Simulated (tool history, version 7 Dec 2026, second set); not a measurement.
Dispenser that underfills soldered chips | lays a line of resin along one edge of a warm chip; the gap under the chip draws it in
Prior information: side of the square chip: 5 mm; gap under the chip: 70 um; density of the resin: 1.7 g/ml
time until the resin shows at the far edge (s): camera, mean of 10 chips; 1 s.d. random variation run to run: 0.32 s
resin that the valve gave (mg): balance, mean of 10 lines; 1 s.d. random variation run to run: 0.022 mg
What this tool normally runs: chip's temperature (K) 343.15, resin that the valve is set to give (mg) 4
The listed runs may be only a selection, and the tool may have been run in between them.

run	hour	chip's temperature (K)	resin that the valve is set to give (mg)	time until the resin shows at the far edge (s)	resin that the valve gave (mg)
1	0	343.15	4	13.5	3.73
2	3	343.15	4	16.2	3.71
# hour 7.1: new syringe of resin
3	7.8	338.15	4	13.6	3.72
4	12.1	338.15	4	17.1	3.7
5	15.1	338.15	4	22.1	3.7
# hour 17.1: new syringe of resin
6	17.7	338.15	4	13.4	3.69
7	20.6	331.15	4	22	3.65
8	24.4	331.15	4	27.9	3.66
# hour 27.2: new syringe of resin
9	27.6	331.15	4	17.8	3.66
10	31.2	343.15	4	14.8	3.68
11	34.8	343.15	4	18.2	3.62
# hour 36.2: dispensing valve cleaned and set on the balance
# hour 38.2: new syringe of resin
12	38.2	343.15	5.12	10	5.1
13	40	343.15	3.69	12.6	3.66
14	43.6	330.15	4	25.6	3.96
15	45.6	343.15	4	17.1	4
# hour 48.3: new syringe of resin
16	49.4	352.15	4.16	8.5	4.13
17	53.9	344.15	4	14.8	3.97
# hour 58.2: new syringe of resin
18	58.3	344.15	4	10.2	3.97
19	62.3	344.15	4	13.6	3.95
20	66.1	331.15	5.16	26.6	5.08
# hour 68.1: new syringe of resin
21	68.8	328.15	3.87	19.7	3.84
22	72.7	335.15	3.9	20	3.81
23	76.2	345.15	5.09	16.5	5

Predict the results of run 24:
# hour 78: new syringe of resin
24	79.2	354.15	4.76	?	?

{"run 24": {"time until the resin shows at the far edge (s)": 7.5, "resin that the valve gave (mg)": 4.65}}
Were there no unlogged condition in the tool, this run, its random variation unchanged, would have produced time until the resin shows at the far edge (s) 7, resin that the valve gave (mg) 4.77.
